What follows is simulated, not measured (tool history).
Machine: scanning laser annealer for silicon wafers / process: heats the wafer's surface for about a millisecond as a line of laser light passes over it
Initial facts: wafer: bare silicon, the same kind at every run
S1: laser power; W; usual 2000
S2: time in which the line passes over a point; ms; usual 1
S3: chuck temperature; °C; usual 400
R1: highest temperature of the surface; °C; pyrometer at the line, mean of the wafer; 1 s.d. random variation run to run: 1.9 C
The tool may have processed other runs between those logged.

| run | hour | S1 | S2 | S3 | R1 |
|---|---|---|---|---|---|
| 1 | 0 | 2000 | 1 | 400 | 1082 |
| 2 | 21.7 | 1826 | 1 | 400 | 1018 |
| 3 | 38.1 | 2000 | 1 | 400 | 1081 |
| 4 | 54.9 | 2000 | 1 | 400 | 1083 |
| 5 | 76.3 | 2000 | 1 | 425 | 1103 |
| 6 | 99 | 1788 | 1 | 425 | 1027 |
| 7 | 111.9 | 2000 | 1.23 | 400 | 1165 |
| 8 | 129 | 2000 | 1 | 388 | 1068 |
| 9 | 147.6 | 2000 | 1 | 408 | 1087 |
| 10 | 170.8 | 2000 | 1 | 408 | 1084 |
| 11 | 193.8 | 2000 | 1 | 408 | 1085 |
| 12 | 213.8 | 2000 | 1 | 408 | 1085 |
| 13 | 236.5 | 2000 | 1 | 408 | 1088 |
| 14 | 254.2 | 2000 | 0.88 | 408 | 1042 |
| 15 | 273.9 | 2000 | 0.88 | 408 | 1038 |
|  | 280.5 | optics aligned, line set to its width |
| 16 | 298.7 | 2000 | 0.88 | 408 | 1035 |
| 17 | 323.1 | 2000 | 1 | 400 | 1076 |
| 18 | 335.9 | 2000 | 1 | 400 | 1075 |
| 19 | 348.5 | 2000 | 1 | 400 | 1073 |
| 20 | 370 | 2000 | 1 | 378 | 1047 |
| 21 | 384 | 2000 | 1 | 439 | 1110 |
|  | 410.1 | optics aligned, line set to its width, once more |
| 22 | 413 | 2040 | 1 | 398 | 1092 |
| 23 | 426 | 2000 | 0.83 | 400 | 1011 |
| 24 | 448.9 | 2000 | 0.83 | 400 | 1010 |
| 25 | 473.5 | 2136 | 0.73 | 400 | 1012 |
| 26 | 502.1 | 1919 | 1 | 400 | 1046 |
| 27 | 522.7 | 1919 | 1 | 400 | 1039 |
| 28 | 548.3 | 1919 | 1 | 400 | 1043 |
| 29 | 568.6 | 1919 | 1 | 400 | 1039 |
| 30 | 588.2 | 2000 | 1 | 404 | 1077 |
| 31 | 601.6 | 1924 | 0.97 | 413 | 1044 |
| 32 | 617.4 | 1774 | 0.77 | 395 | 901 |
| 33 | 633.7 | 1774 | 0.77 | 395 | 902 |
| 34 | 662.2 | 1737 | 1.1 | 433 | 1034 |
| 35 | 685 | 1737 | 1.1 | 433 | 1035 |
| 36 | 697.7 | 1737 | 1.1 | 433 | 1036 |
| 37 | 712.7 | 2118 | 1.08 | 417 | 1161 |
| 38 | 729.2 | 2182 | 1.05 | 400 | 1156 |
| 39 | 756.3 | 1890 | 0.96 | 382 | 993 |
| 40 | 774.4 | 1890 | 0.96 | 382 | 991 |
| 41 | 795.4 | 2000 | 0.83 | 364 | 962 |

Forecast each of these 3 alternatives for the next run:
| A | 815.3 | 1802 | 0.72 | 402 | ? |
| B | 815.3 | 1710 | 1 | 428 | ? |
| C | 815.3 | 2092 | 1.12 | 400 | ? |

| run | R1 |
|---|---|
| A | 894 |
| B | 987 |
| C | 1143 |
With no hidden state in the tool, these same runs would have given:
| run | R1 |
|---|---|
| A | 931 |
| B | 1029 |
| C | 1199 |
